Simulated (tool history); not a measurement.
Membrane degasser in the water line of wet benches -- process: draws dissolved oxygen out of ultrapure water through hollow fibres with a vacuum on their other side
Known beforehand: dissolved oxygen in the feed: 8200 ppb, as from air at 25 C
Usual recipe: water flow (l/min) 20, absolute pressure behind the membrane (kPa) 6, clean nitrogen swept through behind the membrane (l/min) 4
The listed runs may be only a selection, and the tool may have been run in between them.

run,hour,water flow (l/min),absolute pressure behind the membrane (kPa),clean nitrogen swept through behind the membrane (l/min),dissolved oxygen in the water behind the degasser (ppb),pressure that the water loses in the fibres (kPa)
1,0,20,6,4,56.2,63.03
2,62.6,20,6,4,55.4,63.11
3,123.5,20,6,4,55.7,63.02
4,167.2,20,5.56,4,50.7,62.89
5,207.1,20,5.56,4,50.8,63.07
6,261.4,20,5.56,4,51.1,63.12
7,336,20,6,5.51,47.4,63.53
8,388.3,20,8.37,1.72,161.8,63.37
9,433,15,6,10.94,17,47.12
10,465.1,15,9.92,5.6,51.9,47.06
11,499.2,13,4.42,5.41,12.4,40.88
12,554.4,29,8.45,5.41,129.3,91.28
13,598.9,29,3.91,3.21,80.8,91.58

Forecast each of these 3 alternatives for the next run:
A,640.9,27,3.71,5.6,?,?
B,640.9,27,6,6.84,?,?
C,640.9,22,3.91,3.64,?,?

run,dissolved oxygen in the water behind the degasser (ppb),pressure that the water loses in the fibres (kPa)
A,59.1,85.29
B,79.4,85.1
C,40.5,69.46
Take away the tool's hidden state, keep each run's random variation, and the runs would have read:
run,dissolved oxygen in the water behind the degasser (ppb),pressure that the water loses in the fibres (kPa)
A,56.1,84.75
B,76.6,84.56
C,37.8,69.02

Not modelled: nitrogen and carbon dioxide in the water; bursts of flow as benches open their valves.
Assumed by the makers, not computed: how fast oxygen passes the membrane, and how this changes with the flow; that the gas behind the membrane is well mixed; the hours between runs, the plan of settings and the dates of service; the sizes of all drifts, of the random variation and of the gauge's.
